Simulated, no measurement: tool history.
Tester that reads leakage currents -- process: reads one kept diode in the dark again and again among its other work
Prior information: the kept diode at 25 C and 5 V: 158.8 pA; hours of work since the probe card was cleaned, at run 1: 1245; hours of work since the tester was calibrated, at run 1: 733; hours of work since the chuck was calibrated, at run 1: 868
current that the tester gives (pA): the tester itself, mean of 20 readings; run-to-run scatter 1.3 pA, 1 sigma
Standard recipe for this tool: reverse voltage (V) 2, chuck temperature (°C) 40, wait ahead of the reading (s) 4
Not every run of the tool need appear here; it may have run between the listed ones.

run	hour	reverse voltage (V)	chuck temperature (°C)	wait ahead of the reading (s)	hours of work since the probe card was cleaned	hours of work since the tester was calibrated	hours of work since the chuck was calibrated	current that the tester gives (pA)
1	0	2	40	4	1245	733	868	429.72
2	44.9	2	23	4	1280	768	903	93.37
3	114	2	23	4	1334	822	957	93.52
4	157.2	2	23	0.79	1368	856	991	93.99
5	207.4	2	23	0.79	1407	895	1031	93.74
6	262.9	2	40	0.94	1451	939	1074	430.15
7	307.6	2	40	4	1486	974	1109	428.99
8	345.1	2	40	4	1515	1003	1139	430.01
9	415.6	2	40	4	1571	1059	1194	430.23
10	476	2	40	4	1618	1106	1241	427.41
11	512.1	2	40	1.44	1646	1134	1270	428.22
12	585.2	2	40	1.44	1704	1192	1327	428.83
# hour 605.4: probe card cleaned and baked
13	658.1	2	40	4	41	1247	1382	427.81
14	707.9	2	40	4	80	1286	1421	429.74
15	744	2	40	4	109	1314	1449	429.54
16	785.9	6.29	40	4	142	1347	1482	660.99
17	854.5	6.29	40	4	195	1401	1536	658.55
18	891.4	2	40	4	224	1430	1565	428.75
19	933.7	8.47	22	4	258	1463	1598	146.24
20	988.4	8.47	22	4	300	1506	1641	145.45
21	1032.7	2.3	22	0.62	335	1540	1675	90.15
22	1098	2.3	22	0.62	386	1592	1727	90.72
23	1169.5	8.76	22	2.88	442	1648	1783	148.6
24	1234.9	1.57	55	1.06	494	1699	1834	1321.69
25	1289.5	2	46	2.47	537	1742	1877	707.22
26	1351.5	2.25	45	4	585	1790	1926	680.5
27	1392.6	2.25	45	4	617	1823	1958	682.14
28	1464.4	2.25	45	4	674	1879	2014	680.98
29	1507.5	1.03	36	0.86	708	1913	2048	238.35
30	1559.8	2	53	7.78	749	1954	2089	1237.22
# hour 1571.5: chuck's temperature calibrated
31	1625	2	40	6.01	798	2003	42	429.62
32	1697.8	2	36	4	855	2060	99	305.76
33	1758.1	2	58	0.87	903	2108	146	1823
34	1806.1	15.76	38	6.98	940	2145	184	787.33
35	1847.8	15.76	38	6.98	973	2178	217	784.02
36	1892.7	15.76	38	6.98	1008	2213	252	786.59

Predict each of these 5 candidate next runs independently; none follows another, all start after run 36:
A	1923.5	6.14	36	1	1032	2237	276	?
B	1923.5	1.39	40	3.89	1032	2237	276	?
C	1923.5	3.38	40	6.21	1032	2237	276	?
D	1923.5	2	55	0.69	1032	2237	276	?
E	1923.5	15.76	50	0.43	1032	2237	276	?

run	current that the tester gives (pA)
A	464.85
B	375.46
C	523.26
D	1452.57
E	2116.29
Take away the tool's hidden state, keep each run's random variation, and the runs would have read:
run	current that the tester gives (pA)
A	464.81
B	375.45
C	523.25
D	1452.56
E	2116.19

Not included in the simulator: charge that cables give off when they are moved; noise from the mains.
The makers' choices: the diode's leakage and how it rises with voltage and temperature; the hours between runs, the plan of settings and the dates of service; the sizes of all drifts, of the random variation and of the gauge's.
